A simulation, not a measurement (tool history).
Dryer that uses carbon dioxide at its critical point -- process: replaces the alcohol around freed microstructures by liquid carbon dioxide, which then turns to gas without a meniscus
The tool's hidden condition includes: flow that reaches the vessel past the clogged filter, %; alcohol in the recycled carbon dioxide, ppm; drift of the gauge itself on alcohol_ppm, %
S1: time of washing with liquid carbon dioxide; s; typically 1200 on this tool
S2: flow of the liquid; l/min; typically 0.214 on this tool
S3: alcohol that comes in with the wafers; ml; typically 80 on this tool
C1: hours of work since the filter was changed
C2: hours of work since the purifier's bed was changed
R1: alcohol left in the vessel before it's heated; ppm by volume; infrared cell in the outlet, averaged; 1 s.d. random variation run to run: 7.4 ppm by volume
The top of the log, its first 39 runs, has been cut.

Run 40, hour 708: usual settings but S1 1080 s, S2 0.169 l/min, S3 72 ml; C1 294; C2 880. Result: R1 3637 ppm by volume.
Run 41, hour 732.8: usual settings but S1 1080 s, S2 0.169 l/min, S3 24 ml; C1 308; C2 893. Result: R1 1350 ppm by volume.
Run 42, hour 754.5: usual settings but S1 1260 s, S2 0.225 l/min, S3 64 ml; C1 320; C2 905. Result: R1 574 ppm by volume.
Run 43, hour 771.1: usual settings but S1 1260 s, S2 0.225 l/min, S3 64 ml; C1 329; C2 914. Result: R1 595 ppm by volume.
Run 44, hour 790.9: usual settings but S1 1260 s, S2 0.225 l/min, S3 64 ml; C1 339; C2 925. Result: R1 610 ppm by volume.
Run 45, hour 805.1: usual settings but S1 1800 s, S2 0.157 l/min, S3 64 ml; C1 347; C2 932. Result: R1 646 ppm by volume.
At hour 812.7: inlet filter changed.
Run 46, hour 818.5: usual settings but S2 0.138 l/min; C1 3; C2 939. Result: R1 3322 ppm by volume.
Run 47, hour 832.6: usual settings but S2 0.138 l/min; C1 11; C2 947. Result: R1 3521 ppm by volume.

Forecast each of these 3 alternatives for the next run:
Run A, hour 845: usual settings but S2 0.249 l/min, S3 57 ml; C1 18; C2 954. Result: R1 ?.
Run B, hour 845: usual settings but S1 1740 s, S2 0.209 l/min, S3 63 ml; C1 18; C2 954. Result: R1 ?.
Run C, hour 845: usual settings but S1 780 s, S2 0.315 l/min, S3 34 ml; C1 18; C2 954. Result: R1 ?.

run   R1
  A  254
  B  183
  C  353
Without the tool's unlogged condition, the same runs would have read:
run   R1
  A   94
  B   28
  C  194
